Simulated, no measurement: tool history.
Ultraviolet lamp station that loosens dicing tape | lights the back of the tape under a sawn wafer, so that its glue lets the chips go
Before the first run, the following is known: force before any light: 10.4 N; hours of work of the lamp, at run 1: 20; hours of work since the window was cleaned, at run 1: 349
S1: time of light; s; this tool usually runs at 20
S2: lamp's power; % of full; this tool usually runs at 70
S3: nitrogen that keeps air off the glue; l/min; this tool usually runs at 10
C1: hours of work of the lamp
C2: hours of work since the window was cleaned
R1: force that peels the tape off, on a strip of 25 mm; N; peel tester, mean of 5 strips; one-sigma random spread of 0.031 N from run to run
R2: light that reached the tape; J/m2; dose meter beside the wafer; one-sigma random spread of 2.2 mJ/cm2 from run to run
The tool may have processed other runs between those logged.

run,hour,S1,S2,S3,C1,C2,R1,R2
1,0,20,70,10,20,349,1.847,1840
2,13.5,20,70,10,30,359,1.898,1890
3,20.4,20,93,10,36,365,1.169,2440
4,29.1,20,64,10,43,372,2.12,1650
5,40.8,20,64,10,52,381,2.172,1690
6,49.5,20,64,10,59,388,2.194,1690
7,57.1,25,70,10,65,394,1.294,2290
8,70.6,25,70,10,75,404,1.285,2240
9,78.5,25,68,10,81,410,1.343,2200
10,88.4,15,68,3,89,418,4.509,1340
11,99.5,15,80,4,98,427,3.607,1520
12,109.4,16,70,3,106,435,4.297,1430
13,125.6,14,60,13,119,448,3.419,1050
14,138.6,16,60,13,129,458,2.982,1220

Consider 3 possible next runs. They are alternatives, not a sequence: every one starts from the tool as it was left by run 14. What does each give?
A,154,20,68,10,141,470,?,?
B,154,34,70,10,141,470,?,?
C,154,15,69,11,141,470,?,?

run,R1,R2
A,2.05,1720
B,0.753,3000
C,2.889,1300
Had the tool no hidden state, the same runs would have come out as:
run,R1,R2
A,1.589,2010
B,0.544,3510
C,2.344,1530

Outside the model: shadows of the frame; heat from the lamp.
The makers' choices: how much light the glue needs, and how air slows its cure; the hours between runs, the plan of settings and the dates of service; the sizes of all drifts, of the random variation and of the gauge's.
